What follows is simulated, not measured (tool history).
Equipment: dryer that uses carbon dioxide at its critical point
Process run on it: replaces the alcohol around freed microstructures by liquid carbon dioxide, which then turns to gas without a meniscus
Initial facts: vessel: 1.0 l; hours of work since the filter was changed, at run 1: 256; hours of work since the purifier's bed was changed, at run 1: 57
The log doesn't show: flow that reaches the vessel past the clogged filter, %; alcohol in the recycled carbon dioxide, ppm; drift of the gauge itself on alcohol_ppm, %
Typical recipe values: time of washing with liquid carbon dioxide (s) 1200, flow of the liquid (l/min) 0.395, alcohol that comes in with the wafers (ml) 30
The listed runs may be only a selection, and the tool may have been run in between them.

run	day	time of washing with liquid carbon dioxide (s)	flow of the liquid (l/min)	alcohol that comes in with the wafers (ml)	hours of work since the filter was changed	hours of work since the purifier's bed was changed	alcohol left in the vessel before it's heated (ppm by volume)
1	0	1200	0.395	30	256	57	56
2	0.438	900	0.395	30	259	60	209
3	0.892	900	0.395	30	263	63	219
4	1.342	900	0.395	30	266	67	213
5	1.812	1200	0.321	30	270	70	166
6	2.262	1380	0.321	30	273	74	90
7	2.458	1500	0.395	30	275	75	31
8	2.783	1500	0.395	30	277	78	33
9	3.017	1500	0.395	30	279	80	39
10	3.358	1200	0.395	22	281	82	56
11	3.842	1200	0.395	30	285	86	70
12	4.058	1200	0.395	30	287	87	60
13	4.283	1200	0.395	30	288	89	66
14	4.525	1200	0.395	30	290	91	63
15	4.908	1200	0.395	30	293	94	79
16	5.371	1200	0.395	30	297	98	69
17	5.767	1680	0.395	30	300	101	36
18	6.217	1680	0.395	30	303	104	36
19	6.417	720	0.395	30	305	105	565
20	6.683	720	0.594	30	307	108	107
21	7.138	720	0.594	30	310	111	104
22	7.571	720	0.594	30	313	114	113
23	7.804	720	0.594	30	315	116	95
# day 7.975: inlet filter changed
24	8.25	720	0.594	30	2	119	76
25	8.462	720	0.594	30	4	121	79
26	8.762	1080	0.594	30	6	123	46
27	9.108	1200	0.395	28	9	126	64
28	9.317	1200	0.395	28	10	127	65
29	9.667	1200	0.293	99	13	130	564
30	10.121	1680	0.256	31	16	133	93
31	10.517	1680	0.499	31	19	136	45
32	10.804	720	0.441	32	22	139	304
33	11.029	720	0.441	32	23	140	299
34	11.362	720	0.386	87	26	143	1379
35	11.754	1200	0.382	57	29	146	103
36	11.958	1200	0.382	57	30	147	107
37	12.179	1200	0.382	57	32	149	108
38	12.604	1320	0.61	52	35	152	51
39	12.817	1320	0.61	52	37	154	58
40	13.225	1200	0.395	35	40	157	71
41	13.504	1440	0.588	30	42	159	46
42	13.958	1200	0.247	91	46	163	1283
43	14.354	1200	0.247	91	49	166	1274
44	14.833	1020	0.252	29	52	169	741
45	15.279	1020	0.252	29	56	173	734
46	15.533	840	0.47	64	58	175	229
47	15.9	840	0.47	64	60	177	232

Each row is a separate what-if for the run after 47, all from the same tool condition, not one after another. Results?
A	16.162	1800	0.395	30	62	179	?
B	16.162	720	0.618	52	62	179	?
C	16.162	1920	0.251	30	62	179	?

run	alcohol left in the vessel before it's heated (ppm by volume)
A	61
B	110
C	76
Without the tool's unlogged condition, the same runs would have read:
run	alcohol left in the vessel before it's heated (ppm by volume)
A	12
B	55
C	23

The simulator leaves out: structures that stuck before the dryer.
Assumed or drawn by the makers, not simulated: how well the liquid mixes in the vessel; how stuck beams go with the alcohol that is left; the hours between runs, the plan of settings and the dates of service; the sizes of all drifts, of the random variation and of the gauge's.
